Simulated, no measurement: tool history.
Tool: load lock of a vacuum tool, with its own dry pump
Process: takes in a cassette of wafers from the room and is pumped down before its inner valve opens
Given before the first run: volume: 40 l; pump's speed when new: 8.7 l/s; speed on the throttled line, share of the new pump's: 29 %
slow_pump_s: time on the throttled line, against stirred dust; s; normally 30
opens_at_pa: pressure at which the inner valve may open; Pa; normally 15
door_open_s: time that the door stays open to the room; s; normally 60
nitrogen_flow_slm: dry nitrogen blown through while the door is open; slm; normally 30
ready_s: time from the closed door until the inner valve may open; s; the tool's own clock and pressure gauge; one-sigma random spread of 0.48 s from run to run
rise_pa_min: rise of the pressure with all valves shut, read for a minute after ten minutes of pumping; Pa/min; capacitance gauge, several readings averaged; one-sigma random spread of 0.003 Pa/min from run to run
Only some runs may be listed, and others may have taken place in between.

run,hour,slow_pump_s,opens_at_pa,door_open_s,nitrogen_flow_slm,"incoming humidity of the room's air, %",ready_s,rise_pa_min
1,0,30,15,60,30,42.2,62.4,0.402
2,439.1,30,15,60,8,45.2,63.5,0.451
3,665.1,30,15,57,8,47.7,64.3,0.476
4,863.6,30,15,60,30,46.3,64.4,0.455
5,1087.3,30,15,87,30,44,64.4,0.471
6,1387.2,30,13,206,30,43.1,66,0.513
7,1588.4,30,13,206,30,44.7,64.4,0.528
8,1808,30,14,203,30,43.4,64.2,0.54
9,2096.2,30,23,60,32,42.3,62.6,0.53
10,2289.5,30,24,72,11,43.1,62.3,0.567

Below are 4 alternative next runs, each starting from the tool's condition after run 10. Predict each:
A,2625.7,20,24,72,11,46.3,?,?
B,2625.7,35,26,60,17,44.6,?,?
C,2625.7,30,15,28,30,44.4,?,?
D,2625.7,35,24,51,13,47.1,?,?

run,ready_s,rise_pa_min
A,56,0.593
B,65.4,0.577
C,65,0.554
D,66.3,0.572
Without the tool's unlogged condition, the same runs would have read:
run,ready_s,rise_pa_min
A,52.9,0.065
B,62.9,0.049
C,62.2,0.025
D,63.8,0.051
